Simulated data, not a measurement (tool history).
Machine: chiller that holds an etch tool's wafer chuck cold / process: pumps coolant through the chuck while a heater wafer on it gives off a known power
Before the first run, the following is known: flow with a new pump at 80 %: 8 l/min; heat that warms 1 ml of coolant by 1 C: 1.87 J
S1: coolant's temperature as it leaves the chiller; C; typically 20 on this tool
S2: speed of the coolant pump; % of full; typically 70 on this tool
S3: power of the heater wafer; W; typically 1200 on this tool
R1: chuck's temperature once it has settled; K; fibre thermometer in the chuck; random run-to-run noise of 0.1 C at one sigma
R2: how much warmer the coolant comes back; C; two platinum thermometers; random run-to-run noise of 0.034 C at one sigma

| run | day | S1 | S2 | S3 | R1 | R2 |
|---|---|---|---|---|---|---|
| 1 | 0.000 | 20 | 70 | 1200 | 304.15 | 5.57 |
| 2 | 2.850 | 20 | 70 | 1200 | 304.25 | 5.58 |
| 3 | 5.608 | 20 | 99 | 1200 | 301.75 | 3.84 |
| 4 | 9.100 | 27 | 70 | 1200 | 311.45 | 5.60 |
| 5 | 12.738 | 27 | 70 | 1200 | 311.25 | 5.55 |
| 6 | 15.821 | 20 | 70 | 1093 | 303.25 | 5.12 |
| 7 | 19.246 | 20 | 70 | 1093 | 303.25 | 5.03 |
| 8 | 21.808 | 20 | 70 | 1093 | 303.15 | 5.07 |
| 9 | 24.283 | 20 | 70 | 812 | 300.55 | 3.79 |
| 10 | 27.646 | 20 | 68 | 812 | 300.95 | 3.86 |
| 11 | 30.804 | 19 | 70 | 1200 | 303.25 | 5.58 |
| 12 | 34.012 | 19 | 70 | 1200 | 303.35 | 5.57 |
| 13 | 36.992 | 19 | 70 | 1200 | 303.45 | 5.58 |
| 14 | 39.146 | 20 | 70 | 1200 | 304.25 | 5.60 |
| 15 | 42.225 | 20 | 70 | 1200 | 304.35 | 5.62 |
| 16 | 46.171 | 20 | 70 | 883 | 301.25 | 4.12 |
|  | 48.171 | chiller's thermometer calibrated |
| 17 | 49.233 | 21 | 70 | 1225 | 305.35 | 5.66 |
| 18 | 52.658 | 12 | 76 | 1200 | 295.65 | 5.10 |
| 19 | 54.938 | 18 | 70 | 1200 | 302.35 | 5.52 |
| 20 | 57.679 | 18 | 70 | 1200 | 302.15 | 5.61 |
| 21 | 61.138 | 18 | 70 | 1200 | 302.35 | 5.56 |
| 22 | 62.929 | 17 | 70 | 1373 | 302.75 | 6.35 |
| 23 | 67.104 | 21 | 70 | 1373 | 306.85 | 6.43 |
| 24 | 69.946 | 11 | 70 | 1787 | 300.75 | 8.31 |
| 25 | 72.729 | 11 | 70 | 1787 | 300.75 | 8.34 |
| 26 | 76.858 | 11 | 70 | 1787 | 300.65 | 8.34 |
| 27 | 81.192 | 30 | 70 | 1124 | 313.85 | 5.26 |
| 28 | 84.733 | 14 | 70 | 1571 | 301.85 | 7.33 |
| 29 | 88.204 | 16 | 62 | 1192 | 301.15 | 6.34 |
| 30 | 90.717 | 23 | 69 | 1200 | 307.25 | 5.66 |
|  | 91.850 | coolant changed, channels flushed |
| 31 | 94.092 | 21 | 69 | 643 | 300.15 | 3.04 |

Forecast each of these 3 alternatives for the next run:
| A | 96.829 | 19 | 68 | 1407 | ? | ? |
| B | 96.829 | 20 | 60 | 948 | ? | ? |
| C | 96.829 | 29 | 65 | 870 | ? | ? |

| run | R1 | R2 |
|---|---|---|
| A | 305.55 | 6.81 |
| B | 302.95 | 5.17 |
| C | 310.75 | 4.42 |
The same runs, with their run-to-run variation unchanged, on a tool lacking any hidden condition would have given:
| run | R1 | R2 |
|---|---|---|
| A | 305.55 | 6.79 |
| B | 302.95 | 5.15 |
| C | 310.75 | 4.41 |
